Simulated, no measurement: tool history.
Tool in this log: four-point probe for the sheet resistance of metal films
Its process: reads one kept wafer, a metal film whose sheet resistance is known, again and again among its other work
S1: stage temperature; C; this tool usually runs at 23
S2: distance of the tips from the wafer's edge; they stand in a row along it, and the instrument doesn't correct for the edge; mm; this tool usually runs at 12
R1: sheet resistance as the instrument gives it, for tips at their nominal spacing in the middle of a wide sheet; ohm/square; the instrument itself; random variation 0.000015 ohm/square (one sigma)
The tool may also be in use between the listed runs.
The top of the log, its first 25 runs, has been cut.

Run 26, day 89.346: usual settings but S1 29 C, S2 40 mm. Result: R1 0.074159 ohm/square.
Run 27, day 94.217: usual settings but S1 29 C, S2 40 mm. Result: R1 0.074139 ohm/square.
Run 28, day 99.125: usual settings but S1 33 C, S2 20 mm. Result: R1 0.073915 ohm/square.
Run 29, day 103.038: usual settings but S1 33 C, S2 20 mm. Result: R1 0.073919 ohm/square.
Run 30, day 107.192: usual settings but S1 33 C, S2 20 mm. Result: R1 0.073927 ohm/square.
Run 31, day 109.517: usual settings but S1 24 C, S2 8 mm. Result: R1 0.074722 ohm/square.
Run 32, day 112.796: usual settings but S1 27 C, S2 24 mm. Result: R1 0.074272 ohm/square.
Run 33, day 116.429: usual settings but S1 29 C. Result: R1 0.074248 ohm/square.
Run 34, day 120.875: usual settings but S1 29 C. Result: R1 0.074189 ohm/square.
Run 35, day 125.446: usual settings but S1 29 C. Result: R1 0.074257 ohm/square.
Run 36, day 128.854: usual settings but S1 29 C. Result: R1 0.074219 ohm/square.
Run 37, day 132.500: usual settings but S2 9 mm. Result: R1 0.074679 ohm/square.
Run 38, day 135.817: usual settings but S1 25 C. Result: R1 0.074497 ohm/square.
Run 39, day 140.150: usual settings but S1 25 C. Result: R1 0.074469 ohm/square.
Run 40, day 142.438: usual settings but S1 34 C, S2 68 mm. Result: R1 0.073792 ohm/square.
Run 41, day 145.254: usual settings but S2 3 mm. Result: R1 0.076248 ohm/square.
Run 42, day 149.533: usual settings but S2 62 mm. Result: R1 0.074482 ohm/square.
Run 43, day 153.883: usual settings but S1 19 C, S2 15 mm. Result: R1 0.074820 ohm/square.
Run 44, day 156.304: usual settings but S1 27 C, S2 38 mm. Result: R1 0.074223 ohm/square.
Run 45, day 158.500: usual settings but S1 27 C, S2 36 mm. Result: R1 0.074244 ohm/square.
Run 46, day 160.662: usual settings but S1 27 C, S2 36 mm. Result: R1 0.074245 ohm/square.

Consider 3 possible next runs. They are alternatives, not a sequence: every one starts from the tool as it was left by run 46. What does each give?
Run A, day 164.700: usual settings but S1 19 C, S2 51 mm. Result: R1 ?.
Run B, day 164.700: usual settings but S1 27 C, S2 6 mm. Result: R1 ?.
Run C, day 164.700: usual settings but S1 25 C. Result: R1 ?.

run        R1
  A  0.074759
  B  0.074655
  C  0.074478
Had the tool no hidden state, the same runs would have come out as:
run        R1
  A  0.075476
  B  0.075372
  C  0.075193

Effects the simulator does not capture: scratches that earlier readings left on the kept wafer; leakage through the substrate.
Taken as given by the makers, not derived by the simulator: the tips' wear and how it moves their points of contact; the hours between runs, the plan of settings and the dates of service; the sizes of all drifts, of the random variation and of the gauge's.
